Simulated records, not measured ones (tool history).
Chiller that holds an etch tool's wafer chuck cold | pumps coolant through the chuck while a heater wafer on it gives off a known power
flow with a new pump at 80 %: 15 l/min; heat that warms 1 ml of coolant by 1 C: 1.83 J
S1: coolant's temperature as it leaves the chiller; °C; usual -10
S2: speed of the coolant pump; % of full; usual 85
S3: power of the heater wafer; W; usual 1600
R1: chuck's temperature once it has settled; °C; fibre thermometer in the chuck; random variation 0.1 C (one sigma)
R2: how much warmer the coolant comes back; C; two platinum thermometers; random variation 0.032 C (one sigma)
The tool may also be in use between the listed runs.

{"run": 1, "day": 0.0, "S1": -10, "S2": 85, "S3": 1600, "R1": 0.6, "R2": 3.23}
{"run": 2, "day": 5.758, "S1": -10, "S2": 85, "S3": 1600, "R1": 0.8, "R2": 3.27}
{"day": 12.058, "done": "chiller's thermometer calibrated"}
{"run": 3, "day": 14.208, "S1": -10, "S2": 85, "S3": 1600, "R1": 0.6, "R2": 3.26}
{"run": 4, "day": 20.096, "S1": -10, "S2": 85, "S3": 1600, "R1": 0.7, "R2": 3.26}
{"run": 5, "day": 28.279, "S1": -10, "S2": 85, "S3": 1600, "R1": 0.6, "R2": 3.33}
{"run": 6, "day": 36.046, "S1": -10, "S2": 85, "S3": 1600, "R1": 0.5, "R2": 3.34}
{"run": 7, "day": 40.846, "S1": -10, "S2": 85, "S3": 1600, "R1": 0.6, "R2": 3.3}
{"run": 8, "day": 46.554, "S1": -10, "S2": 85, "S3": 1524, "R1": 0.2, "R2": 3.13}
{"run": 9, "day": 52.2, "S1": -10, "S2": 85, "S3": 1524, "R1": 0.2, "R2": 3.15}
{"run": 10, "day": 60.092, "S1": -10, "S2": 85, "S3": 1600, "R1": 0.6, "R2": 3.23}
{"run": 11, "day": 67.883, "S1": -10, "S2": 85, "S3": 1600, "R1": 0.4, "R2": 3.26}
{"run": 12, "day": 73.038, "S1": -10, "S2": 85, "S3": 1600, "R1": 0.6, "R2": 3.3}
{"run": 13, "day": 79.096, "S1": -10, "S2": 85, "S3": 1600, "R1": 0.6, "R2": 3.33}
{"run": 14, "day": 83.304, "S1": -10, "S2": 85, "S3": 1600, "R1": 0.6, "R2": 3.29}
{"run": 15, "day": 90.079, "S1": -10, "S2": 85, "S3": 1600, "R1": 0.6, "R2": 3.23}
{"run": 16, "day": 94.396, "S1": -10, "S2": 85, "S3": 1600, "R1": 0.5, "R2": 3.27}
{"run": 17, "day": 98.654, "S1": -10, "S2": 85, "S3": 1150, "R1": -2.2, "R2": 2.33}
{"run": 18, "day": 103.067, "S1": -2, "S2": 60, "S3": 921, "R1": 6.3, "R2": 2.79}
{"run": 19, "day": 107.471, "S1": -2, "S2": 60, "S3": 921, "R1": 6.2, "R2": 2.83}
{"run": 20, "day": 111.075, "S1": -11, "S2": 92, "S3": 1220, "R1": -3.5, "R2": 2.31}
{"run": 21, "day": 116.617, "S1": -11, "S2": 92, "S3": 1220, "R1": -3.4, "R2": 2.29}
{"run": 22, "day": 121.725, "S1": -4, "S2": 76, "S3": 1220, "R1": 5, "R2": 2.82}
{"run": 23, "day": 125.312, "S1": -10, "S2": 85, "S3": 1289, "R1": -1.5, "R2": 2.65}

The next listed run, before its measurement:
{"run": 24, "day": 129.958, "S1": -10, "S2": 85, "S3": 1289, "R1": "?", "R2": "?"}

R1: -1.4 °C
R2: 2.66 C
Without the tool's hidden state the same run would have given R1 -1.5 °C, R2 2.65 C.
